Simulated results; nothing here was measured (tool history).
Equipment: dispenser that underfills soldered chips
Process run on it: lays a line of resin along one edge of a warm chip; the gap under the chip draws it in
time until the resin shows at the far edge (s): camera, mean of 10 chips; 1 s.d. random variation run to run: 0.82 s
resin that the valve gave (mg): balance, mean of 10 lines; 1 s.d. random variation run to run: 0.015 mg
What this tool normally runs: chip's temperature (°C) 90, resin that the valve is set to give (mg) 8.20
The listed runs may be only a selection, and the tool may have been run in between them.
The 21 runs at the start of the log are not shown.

run   hour  chip's temperature (°C)  resin that the valve is set to give (mg)  hours of work since the syringe was changed  hours of work since the valve was cleaned  hours of work since the stage was calibrated  time until the resin shows at the far edge (s)  resin that the valve gave (mg)
     254.6  -- dispensing valve cleaned and set on the balance
     256.9  -- new syringe of resin
 22  267.7                      104                                     10.09                                            7                                          9                                           220                                            86.3                            9.99
     271.0  -- new syringe of resin
 23  276.0                       90                                      9.89                                            3                                         14                                           226                                            91.2                            9.79
     285.7  -- new syringe of resin
 24  285.8                       99                                      8.20                                            0                                         21                                           233                                            55.9                            8.09
 25  298.0                       99                                     10.20                                            8                                         29                                           241                                           105.7                            9.97
     299.7  -- new syringe of resin
 26  310.4                       97                                      9.66                                            7                                         38                                           249                                           105.9                            9.38
     313.6  -- new syringe of resin
 27  322.6                       75                                      8.66                                            6                                         46                                           258                                           186.4                            8.36
     327.8  -- new syringe of resin
     331.6  -- dispensing valve cleaned and set on the balance
 28  337.2                       83                                      8.66                                            6                                          4                                           267                                           140.3                            8.65
     343.8  -- new syringe of resin
 29  347.8                       80                                      7.65                                            3                                         11                                           274                                           119.9                            7.57
     358.0  -- new syringe of resin
 30  358.7                       80                                      8.18                                            0                                         18                                           281                                            99.9                            8.07
 31  369.4                       93                                      9.28                                            8                                         26                                           289                                           120.9                            9.14
     372.9  -- new syringe of resin
 32  377.4                       93                                      9.28                                            3                                         31                                           294                                            81.7                            9.08
     387.0  -- new syringe of resin
 33  390.0                       91                                      8.20                                            2                                         39                                           302                                            81.2                            7.96
     402.1  -- new syringe of resin
 34  402.9                      104                                      8.04                                            1                                         48                                           311                                            50.4                            7.74

Expected results for the next run?
     408.8  -- dispensing valve cleaned and set on the balance
 35  412.6                      102                                      8.15                                            7                                          3                                           317                                               ?                               ?

Run 35 produced time until the resin shows at the far edge (s) 84.0, resin that the valve gave (mg) 8.17.
If the tool had no hidden condition, the same run with the same run-to-run variation would have returned time until the resin shows at the far edge (s) 53.9, resin that the valve gave (mg) 8.15.
